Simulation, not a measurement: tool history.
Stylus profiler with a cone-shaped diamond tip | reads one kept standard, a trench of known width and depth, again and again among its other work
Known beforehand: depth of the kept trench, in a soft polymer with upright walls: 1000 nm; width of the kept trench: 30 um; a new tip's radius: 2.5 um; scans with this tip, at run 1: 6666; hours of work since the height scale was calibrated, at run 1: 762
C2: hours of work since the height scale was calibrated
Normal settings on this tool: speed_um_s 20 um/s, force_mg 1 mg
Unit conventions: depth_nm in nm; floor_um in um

{"run": 1, "hour": 0.0, "speed_um_s": 20, "force_mg": 1, "scans with this tip": 6666, "C2": 762, "depth_nm": 1002.73, "floor_um": 24.78}
{"run": 2, "hour": 22.1, "speed_um_s": 20, "force_mg": 1, "scans with this tip": 6766, "C2": 774, "depth_nm": 1002.27, "floor_um": 24.73}
{"run": 3, "hour": 46.6, "speed_um_s": 20, "force_mg": 1, "scans with this tip": 6877, "C2": 787, "depth_nm": 1003, "floor_um": 24.74}
{"run": 4, "hour": 65.7, "speed_um_s": 10, "force_mg": 1, "scans with this tip": 6964, "C2": 797, "depth_nm": 1002.63, "floor_um": 24.8}
{"run": 5, "hour": 101.8, "speed_um_s": 10, "force_mg": 0.5, "scans with this tip": 7128, "C2": 815, "depth_nm": 1000.45, "floor_um": 24.74}
{"run": 6, "hour": 132.8, "speed_um_s": 73, "force_mg": 1, "scans with this tip": 7268, "C2": 831, "depth_nm": 1003.15, "floor_um": 24.39}
{"run": 7, "hour": 156.2, "speed_um_s": 73, "force_mg": 1, "scans with this tip": 7374, "C2": 844, "depth_nm": 1002.57, "floor_um": 24.3}
{"run": 8, "hour": 174.3, "speed_um_s": 73, "force_mg": 1, "scans with this tip": 7457, "C2": 853, "depth_nm": 1002.55, "floor_um": 24.32}
{"run": 9, "hour": 204.5, "speed_um_s": 73, "force_mg": 1, "scans with this tip": 7593, "C2": 869, "depth_nm": 1002.37, "floor_um": 24.36}
{"run": 10, "hour": 228.2, "speed_um_s": 73, "force_mg": 0.71, "scans with this tip": 7701, "C2": 881, "depth_nm": 1001.51, "floor_um": 24.19}
{"run": 11, "hour": 257.9, "speed_um_s": 73, "force_mg": 0.64, "scans with this tip": 7836, "C2": 896, "depth_nm": 1001.33, "floor_um": 24.21}
{"run": 12, "hour": 288.6, "speed_um_s": 73, "force_mg": 0.64, "scans with this tip": 7975, "C2": 912, "depth_nm": 1001.01, "floor_um": 24.1}
{"run": 13, "hour": 306.3, "speed_um_s": 73, "force_mg": 0.64, "scans with this tip": 8056, "C2": 921, "depth_nm": 1001.19, "floor_um": 24.12}
{"run": 14, "hour": 324.5, "speed_um_s": 73, "force_mg": 0.64, "scans with this tip": 8138, "C2": 931, "depth_nm": 1001.66, "floor_um": 24.13}
{"run": 15, "hour": 340.1, "speed_um_s": 73, "force_mg": 0.64, "scans with this tip": 8209, "C2": 939, "depth_nm": 1000.49, "floor_um": 24.09}
{"run": 16, "hour": 378.0, "speed_um_s": 73, "force_mg": 0.64, "scans with this tip": 8381, "C2": 959, "depth_nm": 1001.34, "floor_um": 24.04}
{"run": 17, "hour": 410.0, "speed_um_s": 5, "force_mg": 1, "scans with this tip": 8526, "C2": 975, "depth_nm": 1001.99, "floor_um": 24.65}
{"run": 18, "hour": 437.8, "speed_um_s": 20, "force_mg": 1, "scans with this tip": 8652, "C2": 990, "depth_nm": 1002.38, "floor_um": 24.48}
{"run": 19, "hour": 458.6, "speed_um_s": 20, "force_mg": 1.4, "scans with this tip": 8747, "C2": 1001, "depth_nm": 1003.76, "floor_um": 24.51}
{"run": 20, "hour": 483.6, "speed_um_s": 10, "force_mg": 1.4, "scans with this tip": 8860, "C2": 1014, "depth_nm": 1003.66, "floor_um": 24.58}
{"run": 21, "hour": 509.5, "speed_um_s": 10, "force_mg": 1.4, "scans with this tip": 8978, "C2": 1027, "depth_nm": 1003.86, "floor_um": 24.54}
{"run": 22, "hour": 530.9, "speed_um_s": 20, "force_mg": 1, "scans with this tip": 9075, "C2": 1038, "depth_nm": 1002.24, "floor_um": 24.47}
{"run": 23, "hour": 568.5, "speed_um_s": 20, "force_mg": 1, "scans with this tip": 9245, "C2": 1058, "depth_nm": 1002.05, "floor_um": 24.41}
{"run": 24, "hour": 593.1, "speed_um_s": 15, "force_mg": 2.25, "scans with this tip": 9357, "C2": 1070, "depth_nm": 1005.87, "floor_um": 24.4}
{"run": 25, "hour": 628.2, "speed_um_s": 8, "force_mg": 0.51, "scans with this tip": 9516, "C2": 1089, "depth_nm": 1000.29, "floor_um": 24.48}
{"run": 26, "hour": 647.2, "speed_um_s": 27, "force_mg": 0.51, "scans with this tip": 9603, "C2": 1098, "depth_nm": 999.93, "floor_um": 24.29}
{"run": 27, "hour": 682.6, "speed_um_s": 8, "force_mg": 1, "scans with this tip": 9763, "C2": 1117, "depth_nm": 1002.42, "floor_um": 24.46}
{"run": 28, "hour": 698.8, "speed_um_s": 8, "force_mg": 1, "scans with this tip": 9837, "C2": 1125, "depth_nm": 1002.26, "floor_um": 24.42}
{"run": 29, "hour": 723.8, "speed_um_s": 20, "force_mg": 2.17, "scans with this tip": 9950, "C2": 1138, "depth_nm": 1005.63, "floor_um": 24.38}
{"run": 30, "hour": 740.8, "speed_um_s": 5, "force_mg": 0.37, "scans with this tip": 10027, "C2": 1147, "depth_nm": 999.64, "floor_um": 24.37}
{"run": 31, "hour": 776.9, "speed_um_s": 5, "force_mg": 0.37, "scans with this tip": 10191, "C2": 1166, "depth_nm": 999.38, "floor_um": 24.38}
{"run": 32, "hour": 803.5, "speed_um_s": 15, "force_mg": 2.54, "scans with this tip": 10312, "C2": 1180, "depth_nm": 1006, "floor_um": 24.34}
{"run": 33, "hour": 841.2, "speed_um_s": 55, "force_mg": 2.54, "scans with this tip": 10483, "C2": 1199, "depth_nm": 1006.45, "floor_um": 24.17}
{"run": 34, "hour": 860.3, "speed_um_s": 57, "force_mg": 2.36, "scans with this tip": 10570, "C2": 1209, "depth_nm": 1005.62, "floor_um": 24.13}
{"run": 35, "hour": 879.0, "speed_um_s": 52, "force_mg": 1.02, "scans with this tip": 10654, "C2": 1219, "depth_nm": 1001.82, "floor_um": 24.05}
{"run": 36, "hour": 899.7, "speed_um_s": 49, "force_mg": 1.02, "scans with this tip": 10748, "C2": 1230, "depth_nm": 1001.31, "floor_um": 24.03}
{"run": 37, "hour": 923.8, "speed_um_s": 33, "force_mg": 1.74, "scans with this tip": 10857, "C2": 1242, "depth_nm": 1003.87, "floor_um": 24.16}
{"run": 38, "hour": 941.7, "speed_um_s": 18, "force_mg": 0.36, "scans with this tip": 10939, "C2": 1251, "depth_nm": 999.49, "floor_um": 24.21}
{"run": 39, "hour": 967.7, "speed_um_s": 14, "force_mg": 2.59, "scans with this tip": 11057, "C2": 1265, "depth_nm": 1005.99, "floor_um": 24.26}
{"run": 40, "hour": 994.9, "speed_um_s": 23, "force_mg": 1.1, "scans with this tip": 11180, "C2": 1279, "depth_nm": 1001.73, "floor_um": 24.2}
{"run": 41, "hour": 1016.7, "speed_um_s": 35, "force_mg": 0.51, "scans with this tip": 11279, "C2": 1290, "depth_nm": 999.95, "floor_um": 24.01}
{"run": 42, "hour": 1032.6, "speed_um_s": 12, "force_mg": 1.24, "scans with this tip": 11351, "C2": 1298, "depth_nm": 1002.45, "floor_um": 24.21}
{"run": 43, "hour": 1067.1, "speed_um_s": 6, "force_mg": 0.45, "scans with this tip": 11508, "C2": 1316, "depth_nm": 999.49, "floor_um": 24.17}
{"run": 44, "hour": 1104.3, "speed_um_s": 6, "force_mg": 0.45, "scans with this tip": 11677, "C2": 1336, "depth_nm": 999.38, "floor_um": 24.21}
{"run": 45, "hour": 1120.3, "speed_um_s": 5, "force_mg": 0.71, "scans with this tip": 11749, "C2": 1344, "depth_nm": 1000.1, "floor_um": 24.16}
{"run": 46, "hour": 1145.5, "speed_um_s": 5, "force_mg": 1.6, "scans with this tip": 11863, "C2": 1357, "depth_nm": 1004.05, "floor_um": 24.16}

Alternative continuations, all from the tool just after run 46; predict every row:
{"run": "A", "hour": 1180.3, "speed_um_s": 5, "force_mg": 1.6, "scans with this tip": 12022, "C2": 1375, "depth_nm": "?", "floor_um": "?"}
{"run": "B", "hour": 1180.3, "speed_um_s": 47, "force_mg": 1.98, "scans with this tip": 12022, "C2": 1375, "depth_nm": "?", "floor_um": "?"}
{"run": "C", "hour": 1180.3, "speed_um_s": 20, "force_mg": 0.67, "scans with this tip": 12022, "C2": 1375, "depth_nm": "?", "floor_um": "?"}
{"run": "D", "hour": 1180.3, "speed_um_s": 25, "force_mg": 2.85, "scans with this tip": 12022, "C2": 1375, "depth_nm": "?", "floor_um": "?"}

run=A depth_nm=1003.18 floor_um=24.16
run=B depth_nm=1004.09 floor_um=23.9
run=C depth_nm=1000.4 floor_um=24
run=D depth_nm=1006.22 floor_um=24.12
Without the tool's unlogged condition, the same runs would have read:
run=A depth_nm=1006.77 floor_um=25.96
run=B depth_nm=1007.68 floor_um=25.7
run=C depth_nm=1003.98 floor_um=25.8
run=D depth_nm=1009.82 floor_um=25.92
